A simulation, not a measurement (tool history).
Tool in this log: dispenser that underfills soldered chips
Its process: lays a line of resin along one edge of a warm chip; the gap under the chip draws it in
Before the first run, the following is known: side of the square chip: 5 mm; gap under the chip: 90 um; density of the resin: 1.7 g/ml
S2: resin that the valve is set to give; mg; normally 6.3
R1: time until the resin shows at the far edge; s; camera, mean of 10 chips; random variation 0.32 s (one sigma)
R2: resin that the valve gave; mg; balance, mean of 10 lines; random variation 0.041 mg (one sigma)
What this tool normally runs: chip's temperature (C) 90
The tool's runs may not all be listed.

Run 1, day 0: usual settings. Result: R1 14.6 s, R2 6.22 mg.
Run 2, day 0.2: usual settings. Result: R1 19.2 s, R2 6.16 mg.
Run 3, day 0.333: usual settings but chip's temperature (C) 98. Result: R1 16.4 s, R2 6.16 mg.
At day 0.375: new syringe of resin.
Run 4, day 0.583: usual settings but chip's temperature (C) 89. Result: R1 13.6 s, R2 6.13 mg.
Run 5, day 0.775: usual settings. Result: R1 17.4 s, R2 6.21 mg.
Run 6, day 0.95: usual settings but chip's temperature (C) 93. Result: R1 19 s, R2 6.17 mg.
At day 0.983: new syringe of resin.
Run 7, day 1.242: usual settings but chip's temperature (C) 93. Result: R1 13 s, R2 6.13 mg.
Run 8, day 1.492: usual settings but chip's temperature (C) 93. Result: R1 17.9 s, R2 6.15 mg.
At day 1.6: new syringe of resin.
Run 9, day 1.75: usual settings but chip's temperature (C) 93. Result: R1 11.2 s, R2 6.11 mg.
Run 10, day 1.879: usual settings but chip's temperature (C) 93, S2 6.81 mg. Result: R1 13.1 s, R2 6.6 mg.
Run 11, day 2.129: usual settings but chip's temperature (C) 101, S2 5.42 mg. Result: R1 14.3 s, R2 5.21 mg.
At day 2.196: new syringe of resin.
Run 12, day 2.367: usual settings but chip's temperature (C) 94, S2 6.16 mg. Result: R1 12 s, R2 5.97 mg.
Run 13, day 2.638: usual settings but chip's temperature (C) 91, S2 7.47 mg. Result: R1 17.5 s, R2 7.17 mg.
At day 2.792: new syringe of resin.
Run 14, day 2.933: usual settings but chip's temperature (C) 93, S2 5.86 mg. Result: R1 11 s, R2 5.61 mg.
Run 15, day 3.225: usual settings but S2 6.84 mg. Result: R1 17.9 s, R2 6.57 mg.
At day 3.4: new syringe of resin.
Run 16, day 3.525: usual settings but chip's temperature (C) 96, S2 7.33 mg. Result: R1 9.9 s, R2 6.98 mg.
Run 17, day 3.8: usual settings but chip's temperature (C) 96, S2 7.54 mg. Result: R1 13.9 s, R2 7.3 mg.
At day 4.004: new syringe of resin.
Run 18, day 4.067: usual settings but chip's temperature (C) 96, S2 7.54 mg. Result: R1 9.7 s, R2 7.13 mg.
Run 19, day 4.212: usual settings but chip's temperature (C) 96, S2 7.54 mg. Result: R1 10.9 s, R2 7.17 mg.

4 options for the next run, each taken on its own from the tool as it stands now. Forecast them:
Run A, day 4.383: usual settings but chip's temperature (C) 81, S2 7.54 mg. Result: R1 ?, R2 ?.
Run B, day 4.383: usual settings but chip's temperature (C) 81, S2 7.54 mg. Result: R1 ?, R2 ?.
Run C, day 4.383: usual settings but chip's temperature (C) 99. Result: R1 ?, R2 ?.
Run D, day 4.383: usual settings but chip's temperature (C) 84, S2 7.25 mg. Result: R1 ?, R2 ?.

run    R1    R2
  A  23.7  7.12
  B  24.1  7.13
  C  12.8  5.97
  D  21.8  6.81
With the hidden condition removed and each run's random variation left untouched, the same runs would have given:
run    R1    R2
  A  14.9  7.51
  B  15.3  7.53
  C   8.2  6.29
  D  13.9  7.19

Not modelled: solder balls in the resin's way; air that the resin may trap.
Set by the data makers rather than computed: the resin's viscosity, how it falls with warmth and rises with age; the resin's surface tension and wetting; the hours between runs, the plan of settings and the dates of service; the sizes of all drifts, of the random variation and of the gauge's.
